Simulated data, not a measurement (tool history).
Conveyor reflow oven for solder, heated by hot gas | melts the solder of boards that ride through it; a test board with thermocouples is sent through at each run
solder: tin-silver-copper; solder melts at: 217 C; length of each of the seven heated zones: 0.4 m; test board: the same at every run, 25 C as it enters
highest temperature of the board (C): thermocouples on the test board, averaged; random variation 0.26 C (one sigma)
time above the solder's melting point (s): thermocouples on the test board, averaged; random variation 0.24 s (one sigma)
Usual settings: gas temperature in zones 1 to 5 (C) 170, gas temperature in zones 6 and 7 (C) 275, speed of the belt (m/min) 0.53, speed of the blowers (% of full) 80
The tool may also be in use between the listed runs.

run	hour	gas temperature in zones 1 to 5 (C)	gas temperature in zones 6 and 7 (C)	speed of the belt (m/min)	speed of the blowers (% of full)	highest temperature of the board (C)	time above the solder's melting point (s)
1	0	170	275	0.53	80	259.7	73.2
2	17.4	170	275	0.53	80	259.7	72.8
3	28.4	170	275	0.53	80	259.3	72.7
4	50.8	170	275	0.53	80	259.2	72.7
5	61.4	170	275	0.53	80	259.2	72.7
6	81.4	170	275	0.53	80	259.7	72.8
7	97.5	170	275	0.624	65	249.9	52.7
8	120.3	170	275	0.53	54	252	65.2
9	135.8	170	275	0.635	54	244.4	45.8
10	150.8	170	275	0.617	67	250.1	54.2
11	171.5	170	269	0.53	81	253.9	69.2
12	187.6	170	275	0.57	53	248.2	55.9

5 ways to go on from here, each from the tool as it stands after run 12. What would each give?
A	202.3	170	290	0.448	80	?	?
B	202.3	170	275	0.479	53	?	?
C	202.3	159	275	0.496	83	?	?
D	202.3	170	263	0.603	80	?	?
E	202.3	177	277	0.57	62	?	?

run	highest temperature of the board (C)	time above the solder's melting point (s)
A	277.3	98.5
B	256	76.5
C	259.5	74.4
D	243.8	51
E	254.6	65.5
Without the tool's hidden state the same runs would have given:
run	highest temperature of the board (C)	time above the solder's melting point (s)
A	279.4	98.7
B	257.8	77.5
C	261.7	75.5
D	245.9	52.9
E	256.6	66.6

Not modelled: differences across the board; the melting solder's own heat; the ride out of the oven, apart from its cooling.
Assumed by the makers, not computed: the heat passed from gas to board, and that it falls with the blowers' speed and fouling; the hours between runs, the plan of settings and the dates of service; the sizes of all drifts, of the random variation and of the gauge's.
